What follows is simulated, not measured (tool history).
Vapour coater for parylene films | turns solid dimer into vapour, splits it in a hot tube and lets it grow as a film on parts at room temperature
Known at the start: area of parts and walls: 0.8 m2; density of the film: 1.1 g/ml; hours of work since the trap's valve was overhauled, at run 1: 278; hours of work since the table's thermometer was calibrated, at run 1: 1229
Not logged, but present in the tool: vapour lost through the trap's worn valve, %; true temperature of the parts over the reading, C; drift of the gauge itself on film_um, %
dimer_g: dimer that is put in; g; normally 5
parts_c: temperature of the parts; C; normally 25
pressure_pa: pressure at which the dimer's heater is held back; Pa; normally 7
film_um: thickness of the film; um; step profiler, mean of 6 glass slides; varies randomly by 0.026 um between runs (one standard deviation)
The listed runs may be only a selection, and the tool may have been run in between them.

run   hour  dimer_g  parts_c  pressure_pa  hours of work since the trap's valve was overhauled  hours of work since the table's thermometer was calibrated  film_um
  1      0        5       25            7                                                  278                                                        1229     3.07
  2   41.1        5       26            7                                                  314                                                        1265     2.91
  3   60.7        5       26            7                                                  331                                                        1282     2.86
      77.8  -- trap's valve overhauled
  4   91.6        5       26            7                                                   12                                                        1305     3.24
  5  129.8        5       26            7                                                   46                                                        1339      3.2
  6  153.4        5       26            7                                                   66                                                        1359     3.17
  7  173.4        5       26            7                                                   84                                                        1377     3.13
  8  207.7        5       25            7                                                  114                                                        1407     3.27
  9  239.4        5       25            7                                                  141                                                        1434     3.23
 10  265.1        5       25            7                                                  164                                                        1457     3.21
 11  300.4        5       19            7                                                  195                                                        1488      4.1
 12  342.8        5       25            7                                                  232                                                        1525      3.1
 13  384.8        3       24         6.45                                                  268                                                        1562     1.98
 14    428        3       24         6.45                                                  306                                                        1599     1.89
 15  448.6        3       20         8.01                                                  324                                                        1617     2.22
     475.2  -- trap's valve overhauled
 16  479.3        3       20         9.31                                                    4                                                        1641     2.49
     483.3  -- table's thermometer calibrated
 17    514        4       35         3.26                                                   33                                                          27     1.81
 18  546.7        4       35         3.26                                                   62                                                          55      1.8
 19  571.3        3       28            7                                                   83                                                          77     1.71
 20  609.2        3       28            7                                                  116                                                         110     1.74
 21  641.8        5       28         2.93                                                  145                                                         139     3.05
     646.7  -- table's thermometer calibrated, once more
 22  685.2        5       25         2.11                                                  182                                                          34     3.34
 23  710.8        4       24         9.22                                                  204                                                          56      2.5

5 options for the next run, each taken on its own from the tool as it stands now. Forecast them:
  A  740.7        7       27            7                                                  230                                                          82        ?
  B  740.7        4       24         2.44                                                  230                                                          82        ?
  C  740.7        3       31            7                                                  230                                                          82        ?
  D  740.7        4       25         9.22                                                  230                                                          82        ?
  E  740.7        3       37         3.19                                                  230                                                          82        ?

run  film_um
  A      3.9
  B     2.75
  C      1.4
  D      2.4
  E     1.14
Without the tool's unlogged condition, the same runs would have read:
run  film_um
  A     4.27
  B     3.01
  C     1.53
  D     2.63
  E     1.25
